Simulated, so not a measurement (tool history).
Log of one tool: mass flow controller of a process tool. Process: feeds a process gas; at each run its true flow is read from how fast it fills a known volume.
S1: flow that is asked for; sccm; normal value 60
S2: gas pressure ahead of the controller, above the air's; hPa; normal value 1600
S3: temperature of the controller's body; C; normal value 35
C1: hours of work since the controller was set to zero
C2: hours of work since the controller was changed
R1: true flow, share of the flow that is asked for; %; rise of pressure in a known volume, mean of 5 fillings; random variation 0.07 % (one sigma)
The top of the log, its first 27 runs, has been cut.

| run | hour | S1 | S2 | S3 | C1 | C2 | R1 |
|---|---|---|---|---|---|---|---|
| 28 | 10408.3 | 60 | 1420 | 28 | 3503 | 3503 | 98.02 |
| 29 | 10925.3 | 132 | 2360 | 26 | 3893 | 3893 | 98.68 |
| 30 | 11476.1 | 132 | 2360 | 26 | 4309 | 4309 | 98.73 |
| 31 | 11745.6 | 98 | 2600 | 35 | 4512 | 4512 | 98.60 |
| 32 | 12176.3 | 98 | 2600 | 35 | 4837 | 4837 | 98.62 |
| 33 | 12492.1 | 98 | 2600 | 35 | 5075 | 5075 | 98.48 |
| 34 | 12961.6 | 98 | 2600 | 35 | 5429 | 5429 | 98.38 |
| 35 | 13326.1 | 79 | 1600 | 27 | 5704 | 5704 | 98.14 |
| 36 | 13879.1 | 60 | 2210 | 39 | 6122 | 6122 | 98.21 |
| 37 | 14230.8 | 60 | 1730 | 35 | 6387 | 6387 | 98.30 |
| 38 | 14566.5 | 60 | 1730 | 28 | 6640 | 6640 | 97.75 |
|  | 14644.6 | controller's zero set anew |
| 39 | 14932.7 | 25 | 2550 | 22 | 217 | 6916 | 96.63 |
| 40 | 15344.5 | 117 | 1480 | 22 | 528 | 7227 | 98.68 |
| 41 | 15757.3 | 117 | 1480 | 22 | 839 | 7538 | 98.83 |
|  | 15943.9 | controller exchanged for a calibrated one |
| 42 | 16230.0 | 60 | 1600 | 23 | 216 | 216 | 97.60 |
| 43 | 16791.7 | 60 | 1600 | 23 | 640 | 640 | 97.68 |
| 44 | 17130.8 | 84 | 1830 | 40 | 895 | 895 | 98.81 |
| 45 | 17597.0 | 187 | 1600 | 21 | 1247 | 1247 | 99.66 |
| 46 | 18156.6 | 22 | 2060 | 28 | 1669 | 1669 | 97.05 |
| 47 | 18701.1 | 21 | 2400 | 36 | 2080 | 2080 | 97.28 |
| 48 | 18942.5 | 21 | 2400 | 36 | 2262 | 2262 | 97.16 |
| 49 | 19359.4 | 60 | 1600 | 26 | 2577 | 2577 | 97.84 |

3 options for the next run, each taken on its own from the tool as it stands now. Forecast them:
| A | 19705.5 | 192 | 1600 | 26 | 2838 | 2838 | ? |
| B | 19705.5 | 60 | 1600 | 20 | 2838 | 2838 | ? |
| C | 19705.5 | 134 | 2510 | 40 | 2838 | 2838 | ? |

| run | R1 |
|---|---|
| A | 100.10 |
| B | 97.53 |
| C | 99.28 |
Without the tool's hidden state the same runs would have given:
| run | R1 |
|---|---|
| A | 100.09 |
| B | 97.52 |
| C | 99.26 |

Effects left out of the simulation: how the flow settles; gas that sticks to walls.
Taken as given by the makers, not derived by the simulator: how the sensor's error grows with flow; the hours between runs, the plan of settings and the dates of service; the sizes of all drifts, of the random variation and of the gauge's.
